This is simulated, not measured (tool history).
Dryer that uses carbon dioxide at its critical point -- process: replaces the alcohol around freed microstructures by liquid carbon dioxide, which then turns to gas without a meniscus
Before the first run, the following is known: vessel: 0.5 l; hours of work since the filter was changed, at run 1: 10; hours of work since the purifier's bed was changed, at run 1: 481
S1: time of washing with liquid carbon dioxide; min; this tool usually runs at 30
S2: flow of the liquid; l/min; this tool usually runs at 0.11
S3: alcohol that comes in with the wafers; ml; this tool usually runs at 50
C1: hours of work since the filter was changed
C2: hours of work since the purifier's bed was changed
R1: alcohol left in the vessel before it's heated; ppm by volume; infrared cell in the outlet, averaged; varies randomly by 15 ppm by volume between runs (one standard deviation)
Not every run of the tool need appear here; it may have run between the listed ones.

| run | hour | S1 | S2 | S3 | C1 | C2 | R1 |
|---|---|---|---|---|---|---|---|
| 1 | 0 | 30 | 0.11 | 50 | 10 | 481 | 1105 |
| 2 | 16.6 | 30 | 0.11 | 50 | 20 | 491 | 1119 |
| 3 | 35.4 | 30 | 0.11 | 50 | 31 | 502 | 1156 |
| 4 | 52.5 | 30 | 0.11 | 50 | 41 | 512 | 1164 |
| 5 | 70.4 | 30 | 0.11 | 50 | 52 | 522 | 1153 |
| 6 | 86.6 | 30 | 0.11 | 50 | 61 | 532 | 1216 |
| 7 | 105.3 | 30 | 0.11 | 24 | 72 | 543 | 657 |
| 8 | 120.5 | 24 | 0.11 | 50 | 81 | 551 | 2900 |
| 9 | 132.6 | 30 | 0.11 | 23 | 88 | 559 | 650 |
| 10 | 152.5 | 30 | 0.11 | 36 | 100 | 570 | 966 |
| 11 | 163.8 | 30 | 0.11 | 36 | 106 | 577 | 1007 |
| 12 | 177.3 | 30 | 0.11 | 36 | 114 | 585 | 986 |
| 13 | 197.4 | 30 | 0.11 | 36 | 126 | 596 | 1033 |
| 14 | 206.5 | 30 | 0.11 | 36 | 131 | 602 | 1036 |
| 15 | 217 | 30 | 0.11 | 36 | 137 | 608 | 1045 |
| 16 | 234.9 | 30 | 0.106 | 50 | 148 | 618 | 1650 |
| 17 | 251 | 30 | 0.106 | 50 | 157 | 628 | 1686 |
| 18 | 264.8 | 30 | 0.11 | 50 | 165 | 636 | 1465 |
| 19 | 274.1 | 30 | 0.116 | 50 | 171 | 641 | 1193 |
| 20 | 294.5 | 30 | 0.11 | 50 | 183 | 653 | 1527 |
| 21 | 307 | 30 | 0.11 | 50 | 190 | 661 | 1516 |
| 22 | 323.9 | 20 | 0.11 | 50 | 200 | 670 | 5951 |
| 23 | 339.6 | 30 | 0.11 | 50 | 209 | 680 | 1566 |
| 24 | 360.6 | 30 | 0.11 | 50 | 221 | 692 | 1662 |
| 25 | 379.2 | 30 | 0.079 | 25 | 232 | 703 | 2630 |
| 26 | 399.5 | 30 | 0.079 | 25 | 244 | 715 | 2557 |
| 27 | 416.8 | 30 | 0.079 | 64 | 254 | 725 | 6557 |
| 28 | 429.3 | 20 | 0.073 | 35 | 262 | 732 | 11256 |
| 29 | 448.8 | 30 | 0.14 | 50 | 273 | 744 | 711 |
| 30 | 467.6 | 30 | 0.11 | 43 | 284 | 755 | 1532 |
| 31 | 486.2 | 21 | 0.1 | 110 | 295 | 766 | 16979 |
| 32 | 502 | 26 | 0.182 | 23 | 304 | 775 | 318 |
| 33 | 519.5 | 38 | 0.125 | 50 | 314 | 785 | 494 |
| 34 | 538.8 | 21 | 0.077 | 50 | 326 | 796 | 13882 |
| 35 | 556.5 | 42 | 0.072 | 25 | 336 | 807 | 1452 |
| 36 | 572 | 42 | 0.169 | 65 | 345 | 816 | 193 |
| 37 | 588.5 | 42 | 0.169 | 65 | 355 | 825 | 198 |
| 38 | 598.2 | 34 | 0.1 | 67 | 360 | 831 | 2403 |
| 39 | 617.1 | 28 | 0.122 | 67 | 371 | 842 | 2467 |
| 40 | 628.9 | 28 | 0.122 | 67 | 378 | 849 | 2518 |
| 41 | 639.6 | 28 | 0.106 | 67 | 385 | 855 | 4102 |
| 42 | 658.4 | 28 | 0.106 | 67 | 396 | 866 | 4323 |
| 43 | 670.4 | 28 | 0.106 | 67 | 403 | 873 | 4226 |
| 44 | 679.7 | 28 | 0.138 | 21 | 408 | 879 | 637 |
| 45 | 699.8 | 24 | 0.123 | 21 | 420 | 890 | 1563 |
| 46 | 712.3 | 24 | 0.123 | 21 | 427 | 898 | 1548 |
| 47 | 726.1 | 24 | 0.123 | 21 | 435 | 906 | 1603 |

Here are 4 independent what-if runs from the current tool condition. What would each one return?
| A | 742.5 | 22 | 0.11 | 79 | 445 | 915 | ? |
| B | 742.5 | 32 | 0.171 | 21 | 445 | 915 | ? |
| C | 742.5 | 24 | 0.123 | 24 | 445 | 915 | ? |
| D | 742.5 | 29 | 0.11 | 26 | 445 | 915 | ? |

| run | R1 |
|---|---|
| A | 9765 |
| B | 279 |
| C | 1765 |
| D | 1536 |
Take away the tool's hidden state, keep each run's random variation, and the runs would have read:
| run | R1 |
|---|---|
| A | 5206 |
| B | 29 |
| C | 753 |
| D | 606 |
